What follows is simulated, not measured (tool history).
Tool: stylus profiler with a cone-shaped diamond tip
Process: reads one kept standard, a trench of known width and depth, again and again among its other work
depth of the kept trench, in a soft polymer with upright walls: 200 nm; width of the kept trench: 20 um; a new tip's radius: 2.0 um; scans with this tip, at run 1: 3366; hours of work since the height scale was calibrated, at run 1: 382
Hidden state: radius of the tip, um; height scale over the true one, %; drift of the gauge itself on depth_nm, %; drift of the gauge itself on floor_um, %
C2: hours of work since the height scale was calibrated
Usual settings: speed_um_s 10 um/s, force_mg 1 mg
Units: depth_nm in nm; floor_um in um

{"run": 1, "hour": 0.0, "speed_um_s": 10, "force_mg": 1, "scans with this tip": 3366, "C2": 382, "depth_nm": 201.14, "floor_um": 18.2}
{"run": 2, "hour": 19.3, "speed_um_s": 10, "force_mg": 1, "scans with this tip": 3438, "C2": 390, "depth_nm": 201.18, "floor_um": 18.25}
{"run": 3, "hour": 29.6, "speed_um_s": 10, "force_mg": 1, "scans with this tip": 3477, "C2": 394, "depth_nm": 200.91, "floor_um": 18.17}
{"run": 4, "hour": 40.5, "speed_um_s": 7, "force_mg": 1, "scans with this tip": 3517, "C2": 399, "depth_nm": 201.18, "floor_um": 18.16}
{"run": 5, "hour": 58.6, "speed_um_s": 7, "force_mg": 1, "scans with this tip": 3585, "C2": 407, "depth_nm": 200.95, "floor_um": 18.27}
{"run": 6, "hour": 68.9, "speed_um_s": 10, "force_mg": 0.46, "scans with this tip": 3623, "C2": 411, "depth_nm": 200.58, "floor_um": 18.1}
{"run": 7, "hour": 77.9, "speed_um_s": 10, "force_mg": 0.46, "scans with this tip": 3657, "C2": 415, "depth_nm": 200.56, "floor_um": 18.13}
{"run": 8, "hour": 93.3, "speed_um_s": 10, "force_mg": 0.46, "scans with this tip": 3714, "C2": 421, "depth_nm": 200.57, "floor_um": 18.18}
{"run": 9, "hour": 107.0, "speed_um_s": 10, "force_mg": 0.46, "scans with this tip": 3765, "C2": 427, "depth_nm": 200.66, "floor_um": 18.13}
{"run": 10, "hour": 124.7, "speed_um_s": 10, "force_mg": 0.46, "scans with this tip": 3831, "C2": 435, "depth_nm": 200.55, "floor_um": 18.1}
{"run": 11, "hour": 145.6, "speed_um_s": 19, "force_mg": 1.75, "scans with this tip": 3909, "C2": 443, "depth_nm": 201.41, "floor_um": 18.17}
{"run": 12, "hour": 162.1, "speed_um_s": 6, "force_mg": 2.22, "scans with this tip": 3970, "C2": 450, "depth_nm": 201.95, "floor_um": 18.28}
{"run": 13, "hour": 183.0, "speed_um_s": 6, "force_mg": 2.22, "scans with this tip": 4048, "C2": 459, "depth_nm": 201.56, "floor_um": 18.23}
{"run": 14, "hour": 195.5, "speed_um_s": 6, "force_mg": 2.22, "scans with this tip": 4095, "C2": 464, "depth_nm": 201.98, "floor_um": 18.25}
{"run": 15, "hour": 212.3, "speed_um_s": 13, "force_mg": 0.36, "scans with this tip": 4157, "C2": 472, "depth_nm": 200.56, "floor_um": 18.03}
{"run": 16, "hour": 221.9, "speed_um_s": 13, "force_mg": 0.36, "scans with this tip": 4193, "C2": 476, "depth_nm": 200.26, "floor_um": 18.12}
{"run": 17, "hour": 238.1, "speed_um_s": 13, "force_mg": 0.36, "scans with this tip": 4254, "C2": 482, "depth_nm": 200.64, "floor_um": 18.1}
{"run": 18, "hour": 251.8, "speed_um_s": 13, "force_mg": 0.43, "scans with this tip": 4305, "C2": 488, "depth_nm": 200.7, "floor_um": 18.11}

3 ways to go on from here, each from the tool as it stands after run 18. What would each give?
{"run": "A", "hour": 266.1, "speed_um_s": 13, "force_mg": 0.38, "scans with this tip": 4358, "C2": 494, "depth_nm": "?", "floor_um": "?"}
{"run": "B", "hour": 266.1, "speed_um_s": 6, "force_mg": 2.07, "scans with this tip": 4358, "C2": 494, "depth_nm": "?", "floor_um": "?"}
{"run": "C", "hour": 266.1, "speed_um_s": 7, "force_mg": 1.4, "scans with this tip": 4358, "C2": 494, "depth_nm": "?", "floor_um": "?"}

run=A depth_nm=200.55 floor_um=18.08
run=B depth_nm=201.52 floor_um=18.19
run=C depth_nm=201.31 floor_um=18.18
Without the tool's hidden state the same runs would have given:
run=A depth_nm=200.55 floor_um=18.08
run=B depth_nm=201.52 floor_um=18.2
run=C depth_nm=201.3 floor_um=18.18
